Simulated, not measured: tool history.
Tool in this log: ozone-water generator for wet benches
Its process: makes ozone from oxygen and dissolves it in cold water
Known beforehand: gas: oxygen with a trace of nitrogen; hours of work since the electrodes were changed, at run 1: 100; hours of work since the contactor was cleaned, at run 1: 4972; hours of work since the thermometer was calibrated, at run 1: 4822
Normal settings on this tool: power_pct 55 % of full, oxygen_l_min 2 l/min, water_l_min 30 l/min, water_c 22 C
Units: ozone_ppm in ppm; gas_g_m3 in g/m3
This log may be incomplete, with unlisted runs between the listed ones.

run	hour	power_pct	oxygen_l_min	water_l_min	water_c	hours of work since the electrodes were changed	hours of work since the contactor was cleaned	hours of work since the thermometer was calibrated	ozone_ppm	gas_g_m3
1	0	55	2	30	22	100	4972	4822	5.5	155.2
2	20	55	2	29	22	113	4984	4834	5.6	155.8
3	46.4	55	2	29	22	129	5001	4850	5.6	155.3
4	64.4	55	2	29	22	140	5011	4861	5.6	156.7
5	90.5	55	2	29	22	156	5027	4877	5.3	156.5
6	121.3	55	2	30	22	174	5046	4896	5.2	153.1
7	144.3	55	2	30	22	188	5060	4910	5.3	156.5
8	164.1	82	2	30	22	201	5072	4922	6.9	205.4
9	199.8	82	2	30	22	222	5094	4944	7.1	203.7
# hour 209.1: water thermometer calibrated
10	222.7	55	2	30	22	236	5108	8	5.4	154.8
11	244.6	91	2	30	22	249	5121	22	7.6	221.8
12	275.8	55	2	33	22	268	5140	41	4.8	156.4
13	293.7	55	2	33	22	279	5151	52	4.7	156.5
14	328.3	55	2	33	22	300	5172	73	4.9	158.1
15	353.4	60	1.26	33	26	316	5188	88	4	193.3
16	388.8	55	2.47	30	22	337	5209	110	5.9	144.4
17	403.9	55	2.39	30	22	347	5218	119	5.8	146.4
18	434.2	88	1.7	30	22	365	5237	137	6.8	227.9
19	466.8	88	1.7	30	22	385	5257	157	6.9	227.9
20	494.7	70	2	30	22	402	5274	174	6.4	184.9
21	517	70	2	30	22	416	5288	188	6.2	185.5
22	551.5	55	2	37	22	437	5309	209	4	155.2
23	573.6	41	3.35	32	30	450	5322	223	4.6	106.8
24	596.7	55	2	26	22	464	5336	237	6.4	154.4
25	614.3	55	2	26	22	475	5347	247	6.2	154.7
26	643.7	55	2	30	29	493	5365	265	5	154.2
27	674.6	55	2	30	29	512	5384	284	5.1	155.2

3 options for the next run, each taken on its own from the tool as it stands now. Forecast them:
A	692	55	2	30	23	523	5394	295	?	?
B	692	72	2	41	29	523	5394	295	?	?
C	692	55	2	30	22	523	5394	295	?	?

run	ozone_ppm	gas_g_m3
A	5.4	155.7
B	4.4	190.3
C	5.3	153.9
Without the tool's unlogged condition, the same runs would have read:
run	ozone_ppm	gas_g_m3
A	5.4	155.7
B	4.4	190.3
C	5.3	153.9
